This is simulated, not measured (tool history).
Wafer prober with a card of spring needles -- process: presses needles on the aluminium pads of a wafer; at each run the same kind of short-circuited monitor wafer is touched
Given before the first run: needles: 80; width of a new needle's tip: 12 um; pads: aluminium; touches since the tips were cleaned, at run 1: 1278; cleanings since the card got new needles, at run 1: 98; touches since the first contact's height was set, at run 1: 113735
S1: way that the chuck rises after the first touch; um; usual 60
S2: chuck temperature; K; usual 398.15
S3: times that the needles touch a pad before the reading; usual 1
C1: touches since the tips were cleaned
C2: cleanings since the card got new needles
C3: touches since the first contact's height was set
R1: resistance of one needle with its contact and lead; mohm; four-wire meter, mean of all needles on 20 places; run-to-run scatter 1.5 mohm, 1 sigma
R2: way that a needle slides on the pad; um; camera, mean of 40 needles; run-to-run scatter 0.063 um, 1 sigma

{"run": 1, "hour": 0.0, "S1": 60, "S2": 398.15, "S3": 1, "C1": 1278, "C2": 98, "C3": 113735, "R1": 132, "R2": 11.99}
{"hour": 4.3, "done": "tips cleaned on abrasive film"}
{"hour": 13.8, "done": "tips cleaned on abrasive film"}
{"run": 2, "hour": 20.4, "S1": 60, "S2": 398.15, "S3": 1, "C1": 1768, "C2": 100, "C3": 119087, "R1": 131, "R2": 11.91}
{"hour": 23.9, "done": "tips cleaned on abrasive film"}
{"hour": 34.2, "done": "tips cleaned on abrasive film"}
{"hour": 34.5, "done": "height of the first contact set anew"}
{"run": 3, "hour": 35.1, "S1": 60, "S2": 398.15, "S3": 1, "C1": 148, "C2": 102, "C3": 148, "R1": 129, "R2": 11.97}
{"hour": 43.2, "done": "tips cleaned on abrasive film"}
{"hour": 51.8, "done": "tips cleaned on abrasive film"}
{"run": 4, "hour": 54.1, "S1": 60, "S2": 398.15, "S3": 2, "C1": 615, "C2": 104, "C3": 5123, "R1": 133, "R2": 11.93}
{"hour": 60.9, "done": "tips cleaned on abrasive film"}
{"hour": 70.2, "done": "tips cleaned on abrasive film"}
{"run": 5, "hour": 76.8, "S1": 60, "S2": 398.15, "S3": 2, "C1": 1742, "C2": 106, "C3": 11063, "R1": 131, "R2": 11.83}
{"hour": 80.4, "done": "tips cleaned on abrasive film"}
{"hour": 89.0, "done": "tips cleaned on abrasive film"}
{"run": 6, "hour": 89.0, "S1": 60, "S2": 398.15, "S3": 2, "C1": 0, "C2": 108, "C3": 14245, "R1": 131, "R2": 11.8}
{"hour": 98.4, "done": "tips cleaned on abrasive film"}
{"hour": 109.0, "done": "tips cleaned on abrasive film"}
{"run": 7, "hour": 110.0, "S1": 60, "S2": 398.15, "S3": 2, "C1": 266, "C2": 110, "C3": 19746, "R1": 133, "R2": 11.84}
{"hour": 117.8, "done": "tips cleaned on abrasive film"}
{"hour": 126.6, "done": "tips cleaned on abrasive film"}
{"run": 8, "hour": 132.0, "S1": 60, "S2": 398.15, "S3": 2, "C1": 1423, "C2": 112, "C3": 25494, "R1": 133, "R2": 11.95}
{"hour": 137.0, "done": "tips cleaned on abrasive film"}
{"hour": 146.5, "done": "tips cleaned on abrasive film"}
{"hour": 155.6, "done": "tips cleaned on abrasive film"}
{"run": 9, "hour": 155.6, "S1": 60, "S2": 398.15, "S3": 2, "C1": 0, "C2": 115, "C3": 31652, "R1": 132, "R2": 11.94}
{"hour": 164.9, "done": "tips cleaned on abrasive film"}
{"hour": 175.0, "done": "tips cleaned on abrasive film"}
{"hour": 183.8, "done": "tips cleaned on abrasive film"}
{"run": 10, "hour": 183.8, "S1": 60, "S2": 301.15, "S3": 1, "C1": 0, "C2": 118, "C3": 39021, "R1": 120, "R2": 11.9}
{"hour": 193.0, "done": "tips cleaned on abrasive film"}
{"hour": 202.4, "done": "tips cleaned on abrasive film"}
{"run": 11, "hour": 208.3, "S1": 60, "S2": 301.15, "S3": 1, "C1": 1552, "C2": 120, "C3": 45459, "R1": 116, "R2": 11.97}
{"hour": 212.4, "done": "tips cleaned on abrasive film"}
{"hour": 221.5, "done": "tips cleaned on abrasive film"}
{"run": 12, "hour": 225.4, "S1": 60, "S2": 301.15, "S3": 1, "C1": 1035, "C2": 122, "C3": 49922, "R1": 121, "R2": 11.82}
{"hour": 231.7, "done": "tips cleaned on abrasive film"}
{"hour": 240.6, "done": "tips cleaned on abrasive film"}
{"run": 13, "hour": 240.9, "S1": 60, "S2": 304.15, "S3": 1, "C1": 85, "C2": 124, "C3": 53959, "R1": 118, "R2": 11.97}
{"hour": 249.4, "done": "tips cleaned on abrasive film"}
{"hour": 258.9, "done": "tips cleaned on abrasive film"}
{"run": 14, "hour": 262.7, "S1": 50, "S2": 398.15, "S3": 1, "C1": 1000, "C2": 126, "C3": 59672, "R1": 133, "R2": 9.78}
{"hour": 268.4, "done": "tips cleaned on abrasive film"}
{"hour": 278.8, "done": "tips cleaned on abrasive film"}
{"run": 15, "hour": 281.6, "S1": 54, "S2": 366.15, "S3": 2, "C1": 758, "C2": 128, "C3": 64623, "R1": 130, "R2": 10.75}
{"hour": 288.5, "done": "tips cleaned on abrasive film"}
{"hour": 298.4, "done": "tips cleaned on abrasive film"}
{"hour": 307.8, "done": "tips cleaned on abrasive film"}
{"run": 16, "hour": 310.4, "S1": 64, "S2": 324.15, "S3": 2, "C1": 693, "C2": 131, "C3": 72150, "R1": 121, "R2": 12.57}
{"hour": 316.7, "done": "tips cleaned on abrasive film"}
{"hour": 325.5, "done": "tips cleaned on abrasive film"}
{"run": 17, "hour": 325.7, "S1": 57, "S2": 398.15, "S3": 2, "C1": 46, "C2": 133, "C3": 76147, "R1": 136, "R2": 11.43}
{"hour": 334.6, "done": "tips cleaned on abrasive film"}
{"hour": 343.8, "done": "tips cleaned on abrasive film"}
{"run": 18, "hour": 351.9, "S1": 50, "S2": 300.15, "S3": 1, "C1": 2143, "C2": 135, "C3": 83021, "R1": 120, "R2": 9.83}
{"hour": 353.2, "done": "tips cleaned on abrasive film"}
{"hour": 362.3, "done": "tips cleaned on abrasive film"}
{"hour": 372.4, "done": "tips cleaned on abrasive film"}
{"run": 19, "hour": 375.6, "S1": 46, "S2": 309.15, "S3": 2, "C1": 863, "C2": 138, "C3": 89205, "R1": 125, "R2": 9.07}

Run 20 is up next; what results do you expect?
{"hour": 381.5, "done": "tips cleaned on abrasive film"}
{"hour": 391.7, "done": "tips cleaned on abrasive film"}
{"hour": 400.8, "done": "tips cleaned on abrasive film"}
{"run": 20, "hour": 400.8, "S1": 62, "S2": 299.15, "S3": 2, "C1": 0, "C2": 141, "C3": 95773, "R1": "?", "R2": "?"}

{"run 20": {"R1": 119, "R2": 12.28}}
Had the tool carried no hidden state, the very same run would have given R1 119 mohm, R2 12.28 um.
